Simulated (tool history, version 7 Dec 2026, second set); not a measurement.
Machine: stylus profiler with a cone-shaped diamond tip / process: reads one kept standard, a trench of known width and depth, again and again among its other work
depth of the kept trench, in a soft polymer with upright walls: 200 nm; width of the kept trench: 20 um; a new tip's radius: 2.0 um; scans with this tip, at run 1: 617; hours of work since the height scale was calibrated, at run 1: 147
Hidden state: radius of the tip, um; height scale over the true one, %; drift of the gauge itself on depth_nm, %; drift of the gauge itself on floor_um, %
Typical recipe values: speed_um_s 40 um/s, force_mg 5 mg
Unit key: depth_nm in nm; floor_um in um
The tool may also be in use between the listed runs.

| run | hour | speed_um_s | force_mg | scans with this tip | hours of work since the height scale was calibrated | depth_nm | floor_um |
|---|---|---|---|---|---|---|---|
| 1 | 0 | 40 | 5 | 617 | 147 | 203.72 | 18.1 |
| 2 | 19.6 | 40 | 5 | 651 | 155 | 203.78 | 18.1 |
| 3 | 34.9 | 40 | 5 | 677 | 162 | 203.83 | 18.02 |
| 4 | 44.9 | 40 | 5 | 694 | 166 | 203.82 | 18.02 |
| 5 | 53.4 | 40 | 5 | 709 | 169 | 203.83 | 18.07 |
| 6 | 72.6 | 40 | 5 | 742 | 177 | 203.84 | 18.08 |
| 7 | 80.7 | 40 | 2.9 | 756 | 181 | 202.67 | 17.97 |
| 8 | 97.5 | 40 | 2.9 | 785 | 188 | 202.59 | 17.97 |
|  | 99.5 | height scale calibrated on a step standard |
| 9 | 112 | 40 | 2.9 | 809 | 5 | 202.73 | 17.97 |
| 10 | 121.6 | 40 | 2.9 | 826 | 9 | 202.78 | 18.02 |
| 11 | 131.4 | 57 | 10.54 | 843 | 13 | 206.35 | 18.04 |
| 12 | 151.2 | 13 | 3.13 | 877 | 21 | 202.99 | 18.13 |
|  | 163 | height scale calibrated on a step standard, once more |
| 13 | 170.3 | 116 | 9.68 | 909 | 3 | 205.64 | 17.89 |
| 14 | 182.2 | 78 | 9.3 | 930 | 8 | 205.59 | 18.01 |
| 15 | 198.5 | 78 | 9.3 | 958 | 15 | 205.48 | 17.95 |
| 16 | 212.7 | 40 | 8.42 | 982 | 21 | 205.22 | 18.07 |
| 17 | 226.1 | 40 | 8.42 | 1005 | 26 | 205.24 | 18.09 |
| 18 | 235.4 | 40 | 4.87 | 1021 | 30 | 203.64 | 18.1 |
| 19 | 246.6 | 18 | 5 | 1041 | 34 | 203.59 | 18.08 |

Forecast each of these 5 alternatives for the next run:
| A | 261.6 | 149 | 11.53 | 1067 | 41 | ? | ? |
| B | 261.6 | 40 | 2.14 | 1067 | 41 | ? | ? |
| C | 261.6 | 35 | 6 | 1067 | 41 | ? | ? |
| D | 261.6 | 154 | 5 | 1067 | 41 | ? | ? |
| E | 261.6 | 87 | 5.85 | 1067 | 41 | ? | ? |

| run | depth_nm | floor_um |
|---|---|---|
| A | 206.44 | 17.87 |
| B | 202.05 | 17.99 |
| C | 204.16 | 18.07 |
| D | 203.53 | 17.68 |
| E | 204.02 | 17.9 |
What these runs would have given with no unlogged condition in the tool:
| run | depth_nm | floor_um |
|---|---|---|
| A | 206.49 | 17.94 |
| B | 202.09 | 18.05 |
| C | 204.2 | 18.14 |
| D | 203.58 | 17.74 |
| E | 204.07 | 17.96 |

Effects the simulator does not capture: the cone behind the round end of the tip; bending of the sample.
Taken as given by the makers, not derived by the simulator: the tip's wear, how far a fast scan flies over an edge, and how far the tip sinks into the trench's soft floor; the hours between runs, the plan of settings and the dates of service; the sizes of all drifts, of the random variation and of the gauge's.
